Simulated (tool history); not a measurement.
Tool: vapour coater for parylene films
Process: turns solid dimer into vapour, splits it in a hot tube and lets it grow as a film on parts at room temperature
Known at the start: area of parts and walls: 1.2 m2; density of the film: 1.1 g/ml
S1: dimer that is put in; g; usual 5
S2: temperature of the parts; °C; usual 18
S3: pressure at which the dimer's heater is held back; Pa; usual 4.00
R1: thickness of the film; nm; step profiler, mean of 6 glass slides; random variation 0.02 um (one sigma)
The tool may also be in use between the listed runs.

run,hour,S1,S2,S3,R1
1,0.0,5,18,4.00,2470
2,9.3,5,18,8.40,2060
3,24.0,5,18,8.40,2040
4,35.0,3,18,8.40,1230
5,55.3,3,18,8.40,1220
6,72.0,5,18,4.00,2420
7,89.4,5,18,4.00,2450
8,108.9,5,18,2.81,2650
9,123.4,5,18,2.81,2680
10,134.2,5,18,2.81,2660
11,144.5,5,18,4.00,2480
12,154.8,5,18,4.00,2470
13,174.4,5,18,3.05,2630
14,192.0,5,18,3.05,2640
15,208.0,5,18,2.11,2860
16,221.3,5,18,2.11,2900
17,240.6,3,18,4.00,1490
18,255.5,3,20,2.35,1510
# hour 273.7: trap's valve overhauled
19,279.5,3,12,5.82,1690
20,291.7,3,18,6.83,1300
21,303.4,7,13,4.65,4030
22,313.5,5,18,10.51,1940
23,332.3,5,25,4.00,1860
24,352.2,5,25,4.00,1830
25,369.9,5,25,4.00,1840
26,380.2,5,25,4.00,1830
27,390.6,5,25,7.34,1610
28,401.0,2,15,3.55,1130
29,411.3,3,18,4.03,1460
30,429.3,3,15,9.04,1350
31,448.5,6,18,5.10,2780

Forecast each of these 3 alternatives for the next run:
A,459.2,4,13,2.94,?
B,459.2,8,18,10.06,?
C,459.2,6,22,2.18,?

run,R1
A,2590
B,3130
C,2980
Without the tool's hidden state the same runs would have given:
run,R1
A,2590
B,3130
C,2980

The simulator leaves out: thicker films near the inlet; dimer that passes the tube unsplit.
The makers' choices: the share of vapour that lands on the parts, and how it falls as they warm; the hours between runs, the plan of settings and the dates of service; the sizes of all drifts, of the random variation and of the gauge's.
